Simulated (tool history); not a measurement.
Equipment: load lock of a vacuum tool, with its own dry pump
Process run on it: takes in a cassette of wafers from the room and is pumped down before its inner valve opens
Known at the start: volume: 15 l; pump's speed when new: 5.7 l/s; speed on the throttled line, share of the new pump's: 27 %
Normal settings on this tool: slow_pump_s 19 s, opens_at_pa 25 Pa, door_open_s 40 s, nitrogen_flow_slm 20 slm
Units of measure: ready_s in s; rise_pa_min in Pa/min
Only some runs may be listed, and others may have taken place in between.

run     day  slow_pump_s  opens_at_pa  door_open_s  nitrogen_flow_slm  incoming humidity of the room's air, %  ready_s  rise_pa_min
  1   0.000           19           25           40                 20                                    48.1     36.9        0.131
  2   3.317           19           25           40                 20                                    42.4     36.4        0.130
  3   7.875           19           25           40                 20                                    44.0     36.6        0.130
  4  13.550           21           25           40                 20                                    40.3     38.0        0.133
  5  17.200           21           25           40                 20                                    42.1     37.6        0.130
  6  22.017           19           25           40                 20                                    43.8     36.1        0.139
  7  24.588           19           25           40                 20                                    43.6     36.2        0.144
  8  28.617           19           25           40                 20                                    43.5     36.5        0.142
  9  31.329           19           25           40                 20                                    49.3     36.9        0.144
 10  35.421           19           25           40                 20                                    44.9     36.4        0.149
 11  40.608           16           25          172                  5                                    44.5     34.6        0.190
 12  44.312           23           23           79                 15                                    42.8     39.0        0.159
 13  48.304           23           21           35                  6                                    46.5     39.1        0.165
 14  51.575           19           25           87                  9                                    47.1     36.3        0.178
 15  56.221           19           26          151                 20                                    48.8     36.9        0.173
 16  59.238           12           19          117                 30                                    46.5     32.8        0.159
 17  63.679           24           43          212                  7                                    45.9     38.8        0.203
 18  69.533           24           43          212                  8                                    44.8     38.2        0.200
 19  74.900           12           25           40                 19                                    40.2     30.9        0.159

Below are 4 alternative next runs, each starting from the tool's condition after run 19. Predict each:
  A  78.762           12           19           51                 28                                    48.3        ?            ?
  B  78.762           24           25           75                 20                                    44.5        ?            ?
  C  78.762           13           25           83                 20                                    44.2        ?            ?
  D  78.762           30           25           40                  4                                    45.3        ?            ?

run  ready_s  rise_pa_min
  A     32.5        0.158
  B     40.6        0.167
  C     32.7        0.171
  D     44.7        0.182
Take away the tool's hidden state, keep each run's random variation, and the runs would have read:
run  ready_s  rise_pa_min
  A     31.6        0.029
  B     39.8        0.037
  C     31.8        0.042
  D     44.0        0.052

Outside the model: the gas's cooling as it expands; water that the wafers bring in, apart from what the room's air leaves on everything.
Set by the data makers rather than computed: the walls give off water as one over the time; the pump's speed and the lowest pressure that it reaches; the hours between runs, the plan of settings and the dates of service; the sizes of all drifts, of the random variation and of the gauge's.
